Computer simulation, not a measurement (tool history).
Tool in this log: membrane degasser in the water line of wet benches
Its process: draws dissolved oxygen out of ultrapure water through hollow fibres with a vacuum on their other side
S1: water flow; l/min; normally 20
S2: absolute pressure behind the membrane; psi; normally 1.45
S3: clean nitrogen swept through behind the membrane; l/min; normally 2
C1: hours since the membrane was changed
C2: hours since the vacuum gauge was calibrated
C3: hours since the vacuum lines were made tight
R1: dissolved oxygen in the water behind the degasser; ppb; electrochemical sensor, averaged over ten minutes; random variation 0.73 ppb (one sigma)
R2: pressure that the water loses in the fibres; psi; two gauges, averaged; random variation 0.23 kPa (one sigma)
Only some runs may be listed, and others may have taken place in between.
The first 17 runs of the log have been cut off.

{"run": 18, "hour": 2193.6, "S1": 14, "S2": 1.54, "S3": 5.99, "C1": 2688, "C2": 3542, "C3": 1365, "R1": 46.6, "R2": 5.992}
{"run": 19, "hour": 2365.3, "S1": 13, "S2": 1.03, "S3": 3.74, "C1": 2860, "C2": 3714, "C3": 1536, "R1": 37.5, "R2": 5.524}
{"hour": 2382.8, "done": "vacuum gauge calibrated"}
{"run": 20, "hour": 2543.7, "S1": 13, "S2": 1.03, "S3": 3.74, "C1": 3038, "C2": 161, "C3": 1714, "R1": 39.4, "R2": 5.591}
{"run": 21, "hour": 2667.6, "S1": 19, "S2": 1.78, "S3": 3.18, "C1": 3162, "C2": 285, "C3": 1838, "R1": 144.1, "R2": 8.144}
{"hour": 2682.3, "done": "vacuum gauge calibrated, once more"}
{"run": 22, "hour": 2853.2, "S1": 13, "S2": 1.45, "S3": 2, "C1": 3347, "C2": 171, "C3": 2023, "R1": 110.3, "R2": 5.572}
{"run": 23, "hour": 2963.9, "S1": 13, "S2": 1.45, "S3": 2, "C1": 3458, "C2": 282, "C3": 2134, "R1": 109.6, "R2": 5.594}
{"run": 24, "hour": 3054.5, "S1": 28, "S2": 1.45, "S3": 4.04, "C1": 3548, "C2": 372, "C3": 2224, "R1": 132.6, "R2": 12.058}
{"run": 25, "hour": 3132.9, "S1": 28, "S2": 1.45, "S3": 4.04, "C1": 3627, "C2": 451, "C3": 2303, "R1": 132.8, "R2": 12.069}
{"run": 26, "hour": 3284.2, "S1": 20, "S2": 1.96, "S3": 2.41, "C1": 3778, "C2": 602, "C3": 2454, "R1": 210.1, "R2": 8.553}
{"run": 27, "hour": 3463.0, "S1": 15, "S2": 0.88, "S3": 2.25, "C1": 3957, "C2": 781, "C3": 2633, "R1": 51.1, "R2": 6.469}
{"run": 28, "hour": 3566.7, "S1": 20, "S2": 1.8, "S3": 2, "C1": 4061, "C2": 884, "C3": 2737, "R1": 223.3, "R2": 8.549}
{"run": 29, "hour": 3658.7, "S1": 15, "S2": 1.8, "S3": 3.05, "C1": 4153, "C2": 976, "C3": 2829, "R1": 115, "R2": 6.443}
{"run": 30, "hour": 3812.0, "S1": 20, "S2": 1.48, "S3": 4.62, "C1": 4306, "C2": 1130, "C3": 2982, "R1": 83, "R2": 8.666}
{"run": 31, "hour": 3977.5, "S1": 19, "S2": 1.45, "S3": 2, "C1": 4471, "C2": 1295, "C3": 3148, "R1": 162, "R2": 8.195}

Here are 5 independent what-if runs from the current tool condition. What would each one return?
{"run": "A", "hour": 4066.3, "S1": 15, "S2": 1.45, "S3": 4.72, "C1": 4560, "C2": 1384, "C3": 3236, "R1": "?", "R2": "?"}
{"run": "B", "hour": 4066.3, "S1": 21, "S2": 1.45, "S3": 2.56, "C1": 4560, "C2": 1384, "C3": 3236, "R1": "?", "R2": "?"}
{"run": "C", "hour": 4066.3, "S1": 26, "S2": 1.45, "S3": 1.18, "C1": 4560, "C2": 1384, "C3": 3236, "R1": "?", "R2": "?"}
{"run": "D", "hour": 4066.3, "S1": 19, "S2": 1.45, "S3": 2.46, "C1": 4560, "C2": 1384, "C3": 3236, "R1": "?", "R2": "?"}
{"run": "E", "hour": 4066.3, "S1": 19, "S2": 1.02, "S3": 2, "C1": 4560, "C2": 1384, "C3": 3236, "R1": "?", "R2": "?"}

run=A R1=58.7 R2=6.519
run=B R1=143.7 R2=9.117
run=C R1=342.7 R2=11.275
run=D R1=134.7 R2=8.266
run=E R1=95.2 R2=8.248
Had the tool no hidden state, the same runs would have come out as:
run=A R1=55.1 R2=6.287
run=B R1=136.7 R2=8.794
run=C R1=331.3 R2=10.873
run=D R1=128 R2=7.973
run=E R1=89.3 R2=7.954

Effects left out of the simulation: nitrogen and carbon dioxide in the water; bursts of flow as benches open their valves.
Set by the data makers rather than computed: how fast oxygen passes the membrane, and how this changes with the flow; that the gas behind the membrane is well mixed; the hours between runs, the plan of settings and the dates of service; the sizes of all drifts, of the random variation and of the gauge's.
